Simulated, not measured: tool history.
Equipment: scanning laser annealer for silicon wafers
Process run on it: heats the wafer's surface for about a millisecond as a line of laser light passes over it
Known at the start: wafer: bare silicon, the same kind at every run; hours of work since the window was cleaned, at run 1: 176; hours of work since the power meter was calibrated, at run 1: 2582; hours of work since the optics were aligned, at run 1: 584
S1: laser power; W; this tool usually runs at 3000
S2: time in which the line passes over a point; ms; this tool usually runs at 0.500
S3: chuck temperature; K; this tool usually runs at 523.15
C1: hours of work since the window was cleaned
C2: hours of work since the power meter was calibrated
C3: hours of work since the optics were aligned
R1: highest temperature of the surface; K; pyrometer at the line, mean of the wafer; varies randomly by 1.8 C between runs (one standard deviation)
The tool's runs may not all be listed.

Run 1, day 0.000: usual settings; C1 176; C2 2582; C3 584. Result: R1 1237.15 K.
Run 2, day 3.646: usual settings but S2 0.508 ms; C1 244; C2 2650; C3 653. Result: R1 1236.15 K.
Run 3, day 7.629: usual settings but S3 544.15 K; C1 319; C2 2725; C3 728. Result: R1 1245.15 K.
At day 8.771: optics aligned, line set to its width.
Run 4, day 10.638: usual settings but S3 544.15 K; C1 372; C2 2778; C3 35. Result: R1 1245.15 K.
Run 5, day 12.933: usual settings but S3 544.15 K; C1 416; C2 2822; C3 79. Result: R1 1242.15 K.
Run 6, day 15.288: usual settings but S3 544.15 K; C1 460; C2 2866; C3 123. Result: R1 1244.15 K.
At day 18.000: window over the wafer cleaned.
Run 7, day 18.762: usual settings but S3 544.15 K; C1 14; C2 2930; C3 187. Result: R1 1267.15 K.
Run 8, day 20.412: usual settings but S1 3166 W, S3 504.15 K; C1 45; C2 2961; C3 218. Result: R1 1260.15 K.

Predict the results of run 9:
Run 9, day 22.583: usual settings but S1 3015 W, S2 0.596 ms, S3 526.15 K; C1 86; C2 3002; C3 259. Result: R1 ?.

R1: 1316.15 K
The same run, on a tool lacking any hidden state, would have yielded R1 1340.15 K.
